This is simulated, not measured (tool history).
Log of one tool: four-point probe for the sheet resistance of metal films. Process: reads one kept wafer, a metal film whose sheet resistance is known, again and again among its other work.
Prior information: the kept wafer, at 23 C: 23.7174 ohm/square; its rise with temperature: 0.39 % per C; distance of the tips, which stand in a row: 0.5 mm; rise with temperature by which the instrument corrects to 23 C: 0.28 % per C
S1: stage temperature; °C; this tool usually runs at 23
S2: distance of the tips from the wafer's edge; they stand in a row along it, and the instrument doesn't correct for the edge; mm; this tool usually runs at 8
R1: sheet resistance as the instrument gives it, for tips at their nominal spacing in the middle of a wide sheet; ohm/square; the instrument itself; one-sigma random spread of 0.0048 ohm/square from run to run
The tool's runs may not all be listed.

{"run": 1, "day": 0.0, "S1": 23, "S2": 8, "R1": 23.934679}
{"run": 2, "day": 1.683, "S1": 20, "S2": 8, "R1": 23.856552}
{"run": 3, "day": 4.183, "S1": 20, "S2": 8, "R1": 23.864239}
{"run": 4, "day": 5.971, "S1": 23, "S2": 3, "R1": 24.241666}
{"run": 5, "day": 9.25, "S1": 23, "S2": 3, "R1": 24.241821}
{"run": 6, "day": 11.992, "S1": 23, "S2": 4, "R1": 24.096868}
{"run": 7, "day": 14.212, "S1": 27, "S2": 8, "R1": 24.04787}
{"run": 8, "day": 16.692, "S1": 27, "S2": 8, "R1": 24.053475}
{"run": 9, "day": 18.967, "S1": 27, "S2": 8, "R1": 24.054197}
{"run": 10, "day": 21.742, "S1": 27, "S2": 8, "R1": 24.057225}
{"run": 11, "day": 25.225, "S1": 27, "S2": 25, "R1": 24.021833}
{"run": 12, "day": 28.196, "S1": 27, "S2": 25, "R1": 24.014655}
{"run": 13, "day": 30.367, "S1": 23, "S2": 7, "R1": 23.975234}
{"run": 14, "day": 32.267, "S1": 29, "S2": 21, "R1": 24.06875}
{"day": 32.846, "done": "stage's thermometer calibrated"}
{"run": 15, "day": 35.533, "S1": 27, "S2": 10, "R1": 23.99837}
{"run": 16, "day": 37.812, "S1": 27, "S2": 10, "R1": 23.999559}
{"run": 17, "day": 39.796, "S1": 20, "S2": 5, "R1": 23.911829}
{"run": 18, "day": 41.479, "S1": 20, "S2": 5, "R1": 23.932209}
{"run": 19, "day": 42.958, "S1": 28, "S2": 8, "R1": 24.049376}
{"run": 20, "day": 44.658, "S1": 26, "S2": 6, "R1": 24.041043}
{"run": 21, "day": 46.788, "S1": 26, "S2": 6, "R1": 24.039629}
{"run": 22, "day": 49.542, "S1": 35, "S2": 4, "R1": 24.38018}
{"run": 23, "day": 52.138, "S1": 35, "S2": 4, "R1": 24.377145}
{"run": 24, "day": 54.142, "S1": 22, "S2": 51, "R1": 23.860397}
{"run": 25, "day": 56.512, "S1": 23, "S2": 33, "R1": 23.903386}

Difference, measured minus no-hidden-state, one row per run. Run-to-run variation is common to both terms; the gauge's own scatter need not be:
The hidden state here: inner tips' distance over the nominal, %; tips' flats over new ones', %; wafer's true temperature over the reading, C; drift of the gauge itself on sheet_ohm, %.
run=1 R1=+0.165018
run=2 R1=+0.166978
run=3 R1=+0.169588
run=4 R1=+0.173436
run=5 R1=+0.176872
run=6 R1=+0.178781
run=7 R1=+0.180000
run=8 R1=+0.182525
run=9 R1=+0.184951
run=10 R1=+0.187904
run=11 R1=+0.191203
run=12 R1=+0.194136
run=13 R1=+0.196887
run=14 R1=+0.198480
run=15 R1=+0.148164
run=16 R1=+0.150510
run=17 R1=+0.152087
run=18 R1=+0.153869
run=19 R1=+0.155873
run=20 R1=+0.157559
run=21 R1=+0.159790
run=22 R1=+0.164683
run=23 R1=+0.167506
run=24 R1=+0.166690
run=25 R1=+0.169556
